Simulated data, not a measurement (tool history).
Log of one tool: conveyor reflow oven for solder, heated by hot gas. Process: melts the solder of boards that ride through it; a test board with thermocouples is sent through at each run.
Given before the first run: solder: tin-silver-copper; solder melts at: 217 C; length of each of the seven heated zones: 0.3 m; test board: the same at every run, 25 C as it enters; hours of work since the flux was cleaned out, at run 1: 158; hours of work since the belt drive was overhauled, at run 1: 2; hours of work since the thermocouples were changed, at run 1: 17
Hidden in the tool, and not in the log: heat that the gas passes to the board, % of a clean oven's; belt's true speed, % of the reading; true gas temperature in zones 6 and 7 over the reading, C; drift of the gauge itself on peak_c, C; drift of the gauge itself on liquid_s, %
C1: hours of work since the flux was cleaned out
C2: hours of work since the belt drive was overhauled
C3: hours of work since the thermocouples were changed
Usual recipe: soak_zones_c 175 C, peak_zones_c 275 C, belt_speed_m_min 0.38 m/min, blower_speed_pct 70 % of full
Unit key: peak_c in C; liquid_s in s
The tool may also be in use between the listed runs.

Run 1, hour 0: usual settings; C1 158; C2 2; C3 17. Result: peak_c 261.4 C, liquid_s 78.8 s.
Run 2, hour 15.2: usual settings; C1 166; C2 9; C3 25. Result: peak_c 260.9 C, liquid_s 79.2 s.
Run 3, hour 34.8: usual settings; C1 175; C2 19; C3 34. Result: peak_c 261.5 C, liquid_s 79 s.
Run 4, hour 48.7: usual settings but peak_zones_c 273 C; C1 182; C2 25; C3 41. Result: peak_c 259 C, liquid_s 77.7 s.
Run 5, hour 67: usual settings but peak_zones_c 273 C; C1 191; C2 34; C3 50. Result: peak_c 258.6 C, liquid_s 77.6 s.
Run 6, hour 81.9: usual settings but peak_zones_c 273 C; C1 198; C2 41; C3 57. Result: peak_c 259.3 C, liquid_s 77.4 s.
Run 7, hour 99.4: usual settings but peak_zones_c 273 C; C1 206; C2 50; C3 65. Result: peak_c 258.9 C, liquid_s 77 s.
Run 8, hour 111: usual settings but soak_zones_c 181 C; C1 212; C2 55; C3 71. Result: peak_c 261.9 C, liquid_s 81.5 s.
Run 9, hour 125.2: usual settings but belt_speed_m_min 0.411 m/min; C1 219; C2 62; C3 78. Result: peak_c 258.1 C, liquid_s 70.7 s.
Run 10, hour 147.4: usual settings but belt_speed_m_min 0.411 m/min; C1 230; C2 73; C3 88. Result: peak_c 257.9 C, liquid_s 70 s.
Run 11, hour 170.3: usual settings but peak_zones_c 283 C, belt_speed_m_min 0.411 m/min; C1 241; C2 84; C3 99. Result: peak_c 265 C, liquid_s 74.8 s.
At hour 175.8: belt drive overhauled, speed set with a stopwatch.
Run 12, hour 185.5: usual settings but soak_zones_c 183 C, peak_zones_c 284 C, belt_speed_m_min 0.335 m/min, blower_speed_pct 55 % of full; C1 246; C2 5; C3 105. Result: peak_c 270.2 C, liquid_s 99.8 s.
Run 13, hour 206.7: usual settings but soak_zones_c 183 C, peak_zones_c 283 C, belt_speed_m_min 0.335 m/min; C1 256; C2 15; C3 115. Result: peak_c 272.7 C, liquid_s 101.1 s.
Run 14, hour 226.8: usual settings but soak_zones_c 183 C, peak_zones_c 283 C, belt_speed_m_min 0.335 m/min; C1 266; C2 25; C3 125. Result: peak_c 273.2 C, liquid_s 101.3 s.
Run 15, hour 242: usual settings but soak_zones_c 183 C, peak_zones_c 283 C, belt_speed_m_min 0.335 m/min; C1 273; C2 32; C3 132. Result: peak_c 272.2 C, liquid_s 100.9 s.
At hour 254: belt drive overhauled, speed set with a stopwatch, once more.
Run 16, hour 269.1: usual settings but soak_zones_c 183 C, peak_zones_c 283 C, belt_speed_m_min 0.335 m/min; C1 284; C2 7; C3 143. Result: peak_c 271.7 C, liquid_s 100.7 s.
Run 17, hour 289.6: usual settings but soak_zones_c 167 C, peak_zones_c 286 C, blower_speed_pct 54 % of full; C1 294; C2 17; C3 153. Result: peak_c 264.4 C, liquid_s 77.2 s.

What if the next run were any one of these 3? Each begins from the tool's condition after run 17:
Run A, hour 305.8: usual settings but soak_zones_c 187 C, peak_zones_c 274 C, belt_speed_m_min 0.337 m/min, blower_speed_pct 54 % of full; C1 302; C2 25; C3 161. Result: peak_c ?, liquid_s ?.
Run B, hour 305.8: usual settings but soak_zones_c 186 C, peak_zones_c 286 C, belt_speed_m_min 0.446 m/min, blower_speed_pct 54 % of full; C1 302; C2 25; C3 161. Result: peak_c ?, liquid_s ?.
Run C, hour 305.8: usual settings but peak_zones_c 265 C; C1 302; C2 25; C3 161. Result: peak_c ?, liquid_s ?.

run  peak_c  liquid_s
  A   260.9      95.3
  B   261.9      70.2
  C   250.8      70.7
Had the tool no hidden state, the same runs would have come out as:
run  peak_c  liquid_s
  A   262.8      96.8
  B   264.5        72
  C   253.1      73.4
